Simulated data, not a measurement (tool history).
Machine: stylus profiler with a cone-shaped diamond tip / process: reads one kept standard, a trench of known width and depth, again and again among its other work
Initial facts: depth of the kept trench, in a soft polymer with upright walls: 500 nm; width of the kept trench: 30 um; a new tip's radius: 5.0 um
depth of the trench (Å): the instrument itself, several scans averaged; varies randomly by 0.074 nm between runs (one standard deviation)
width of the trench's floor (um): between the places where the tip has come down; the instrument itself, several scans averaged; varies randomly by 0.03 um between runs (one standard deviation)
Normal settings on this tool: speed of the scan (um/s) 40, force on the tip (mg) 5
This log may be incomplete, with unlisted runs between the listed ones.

run,hour,speed of the scan (um/s),force on the tip (mg),depth of the trench (Å),width of the trench's floor (um)
1,0,40,5,5086.5,24.26
2,33.7,23,5,5086.7,24.25
3,95.3,23,5,5087.4,24.26
4,133.6,23,5,5088.3,24.16
5,186.4,23,11.68,5155.7,24.23
6,245.3,23,11.68,5154.7,24.23
7,301.2,23,11.68,5152.4,24.16
8,357.3,40,10.43,5144.2,24.07
9,397.2,40,10.43,5143.4,24.06
10,450.1,40,10.43,5144.1,24.07
# hour 454.3: height scale calibrated on a step standard
11,488.2,40,10.43,5145.7,24.09
12,526.6,45,5.14,5092,24.01
13,566.6,39,1.76,5045.7,23.86
14,626.2,39,1.76,5046.2,23.86
15,668.4,13,4.72,5086.7,23.98
16,702.7,10,4.54,5084.5,24.02
# hour 733.9: height scale calibrated on a step standard, once more
17,733.9,14,14.7,5177.8,24.04
18,791,44,4.86,5086.8,23.84
19,842.7,142,2.94,5061.6,23.15
20,876.3,142,2.94,5061.9,23.15
21,904.3,19,5,5088.7,23.89

Branching from run 21: 4 alternative next runs. What would each branch give?
A,935.8,27,2.45,?,?
B,935.8,22,8.34,?,?
C,935.8,20,14.57,?,?
D,935.8,104,12.41,?,?

run,depth of the trench (Å),width of the trench's floor (um)
A,5054.1,23.82
B,5124.7,23.9
C,5179.8,23.92
D,5161.9,23.71
With no hidden state in the tool, these same runs would have given:
run,depth of the trench (Å),width of the trench's floor (um)
A,5052.8,25.48
B,5123.4,25.56
C,5178.4,25.59
D,5160.5,25.37
